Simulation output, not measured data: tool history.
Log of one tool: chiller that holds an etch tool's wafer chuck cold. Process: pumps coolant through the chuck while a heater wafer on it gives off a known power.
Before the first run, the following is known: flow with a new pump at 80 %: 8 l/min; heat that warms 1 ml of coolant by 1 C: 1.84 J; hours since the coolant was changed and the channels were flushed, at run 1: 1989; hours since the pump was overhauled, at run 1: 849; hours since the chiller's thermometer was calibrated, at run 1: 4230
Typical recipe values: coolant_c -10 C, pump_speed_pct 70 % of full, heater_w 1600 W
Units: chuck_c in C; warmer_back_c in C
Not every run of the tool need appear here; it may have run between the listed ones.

run   hour  coolant_c  pump_speed_pct  heater_w  hours since the coolant was changed and the channels were flushed  hours since the pump was overhauled  hours since the chiller's thermometer was calibrated  chuck_c  warmer_back_c
  1      0        -10              70      1600                                                               1989                                  849                                                  4230        5           7.73
  2   34.3        -10              70      1600                                                               2023                                  883                                                  4265      4.9           7.79
  3     51        -10              70      1600                                                               2040                                  900                                                  4281        5           7.78
  4   74.9        -10              70      1600                                                               2064                                  923                                                  4305      4.9           7.79
      77.6  -- chiller's thermometer calibrated
  5  109.9        -10              69      1600                                                               2098                                  957                                                    32      4.4           7.85
  6  147.9        -10              69      1600                                                               2136                                  995                                                    70      4.5           7.89
  7  171.7        -10              69      1600                                                               2159                                 1019                                                    94      4.4           7.86
  8  188.5        -10              69      1600                                                               2176                                 1036                                                   111      4.6           7.91
  9  222.7        -10              69      1600                                                               2210                                 1070                                                   145      4.5            7.8
 10  244.4        -10              69      1600                                                               2232                                 1092                                                   167      4.5           7.83
 11  267.4         -8              70      1600                                                               2255                                 1115                                                   190      6.4           7.78
 12  286.3        -10              70      1600                                                               2274                                 1134                                                   209      4.4           7.76
 13  318.8        -10              70      1600                                                               2307                                 1166                                                   241      4.3            7.8
 14  340.4        -10              70      1600                                                               2328                                 1188                                                   263      4.5           7.79
 15  370.4        -10              70      1600                                                               2358                                 1218                                                   293      4.6           7.78
 16  401.8        -10              70      1600                                                               2390                                 1249                                                   324      4.4           7.77
 17  422.1        -10              70      1600                                                               2410                                 1270                                                   345      4.3           7.75
 18  438.6        -20              63      1408                                                               2426                                 1286                                                   361     -6.2           7.65
 19  455.8        -20              66      1408                                                               2444                                 1303                                                   378     -6.6           7.32
 20  487.2        -16              71      1284                                                               2475                                 1335                                                   410     -4.4           6.15
 21  514.5        -20              96      1515                                                               2502                                 1362                                                   437     -9.5           5.29
 22  536.1        -20              93       914                                                               2524                                 1384                                                   459    -13.5           3.27
 23  552.1        -20              93       914                                                               2540                                 1400                                                   475    -13.4           3.37
 24  571.2          0              81      1023                                                               2559                                 1419                                                   494      8.3           4.32
 25  588.6        -10              75      2282                                                               2576                                 1436                                                   511      9.4          10.39
 26  604.7        -15              84      2282                                                               2592                                 1452                                                   527      2.9           9.31
 27  623.3        -14              78      1366                                                               2611                                 1471                                                   546     -2.5              6
 28  643.4        -11              80      1600                                                               2631                                 1491                                                   566      2.1            6.9
 29    680        -11              80      1600                                                               2668                                 1528                                                   602        2           6.81
 30    717        -18              61       859                                                               2705                                 1565                                                   639     -9.2            4.8
 31  738.4        -19              65      1490                                                               2726                                 1586                                                   661     -4.3           7.91

Take each entry between the runs: how does the hidden state at the last listed run before it differ from the hidden state at the first listed run after it?
In the gap between runs 4 and 5: chiller's thermometer calibrated (hour 77.6)
  flow at a given pump speed, % of a new pump's: 97.2 -> 97.1; coolant's true temperature over the reading, C: 0.61 -> -0.06
  measured less the result without the state, chuck_c: +1.3 -> +0.6 C; warmer_back_c: +0.22 -> +0.23 C
